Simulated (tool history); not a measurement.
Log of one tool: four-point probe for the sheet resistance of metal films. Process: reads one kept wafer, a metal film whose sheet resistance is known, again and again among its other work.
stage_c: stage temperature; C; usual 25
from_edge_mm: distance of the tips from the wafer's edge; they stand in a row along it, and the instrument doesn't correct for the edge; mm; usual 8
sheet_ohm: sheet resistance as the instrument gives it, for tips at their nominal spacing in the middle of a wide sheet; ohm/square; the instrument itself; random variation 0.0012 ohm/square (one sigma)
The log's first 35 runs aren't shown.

run     day  stage_c  from_edge_mm  sheet_ohm
 36  79.475       28             3   6.509494
 37  81.592       30             3   6.519017
 38  84.038       30             3   6.518185
 39  85.512       31            49   6.003408
 40  88.108       31            49   5.999161
 41  90.175       31            49   6.002258
 42  91.929       31            49   6.000508
 43  93.679       32            12   6.040420
 44  96.000       32            12   6.042687
 45  97.629       33             4   6.316375

Forecast each of these 4 alternatives for the next run:
  A  100.933       33             5          ?
  B  100.933       26            23          ?
  C  100.933       34            19          ?
  D  100.933       18             5          ?

run  sheet_ohm
  A   6.207434
  B   5.988566
  C   6.024322
  D   6.147128
Without the tool's hidden state the same runs would have given:
run  sheet_ohm
  A   6.207277
  B   5.988417
  C   6.024170
  D   6.146978
